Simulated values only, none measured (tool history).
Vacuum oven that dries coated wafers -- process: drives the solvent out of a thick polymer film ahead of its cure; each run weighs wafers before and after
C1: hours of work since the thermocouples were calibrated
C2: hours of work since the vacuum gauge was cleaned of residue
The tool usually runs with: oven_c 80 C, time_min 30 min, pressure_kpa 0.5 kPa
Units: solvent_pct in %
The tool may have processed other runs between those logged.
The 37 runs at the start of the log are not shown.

Run 38, hour 1056.4: usual settings but oven_c 77 C, time_min 16 min, pressure_kpa 1.407 kPa; C1 1032; C2 1865. Result: solvent_pct 3.93 %.
Run 39, hour 1079.2: usual settings but oven_c 66 C, time_min 17 min, pressure_kpa 1.544 kPa; C1 1048; C2 1881. Result: solvent_pct 6.82 %.
Run 40, hour 1117.7: usual settings but oven_c 78 C, time_min 18 min, pressure_kpa 0.377 kPa; C1 1075; C2 1908. Result: solvent_pct 2.69 %.
Run 41, hour 1139.1: usual settings but oven_c 66 C, pressure_kpa 0.673 kPa; C1 1090; C2 1923. Result: solvent_pct 3.43 %.
Run 42, hour 1166.6: usual settings but oven_c 88 C, pressure_kpa 0.563 kPa; C1 1109; C2 1942. Result: solvent_pct 0.47 %.
Run 43, hour 1187.5: usual settings but oven_c 68 C, pressure_kpa 1.001 kPa; C1 1124; C2 1957. Result: solvent_pct 3.12 %.
Run 44, hour 1223.6: usual settings but time_min 49 min, pressure_kpa 1.094 kPa; C1 1150; C2 1982. Result: solvent_pct 0.73 %.
Run 45, hour 1254.8: usual settings but time_min 49 min, pressure_kpa 1.094 kPa; C1 1171; C2 2004. Result: solvent_pct 0.74 %.
Run 46, hour 1277: usual settings but time_min 49 min, pressure_kpa 1.094 kPa; C1 1187; C2 2020. Result: solvent_pct 0.74 %.

Run 47 comes next. What will it give?
At hour 1301.3: oven's thermocouples calibrated.
Run 47, hour 1318.4: usual settings but time_min 49 min, pressure_kpa 1.094 kPa; C1 12; C2 2047. Result: solvent_pct ?.

Run 47 measured solvent_pct 0.78 %.
If the tool had no hidden condition, the same run with the same run-to-run variation would have returned solvent_pct 0.54 %.

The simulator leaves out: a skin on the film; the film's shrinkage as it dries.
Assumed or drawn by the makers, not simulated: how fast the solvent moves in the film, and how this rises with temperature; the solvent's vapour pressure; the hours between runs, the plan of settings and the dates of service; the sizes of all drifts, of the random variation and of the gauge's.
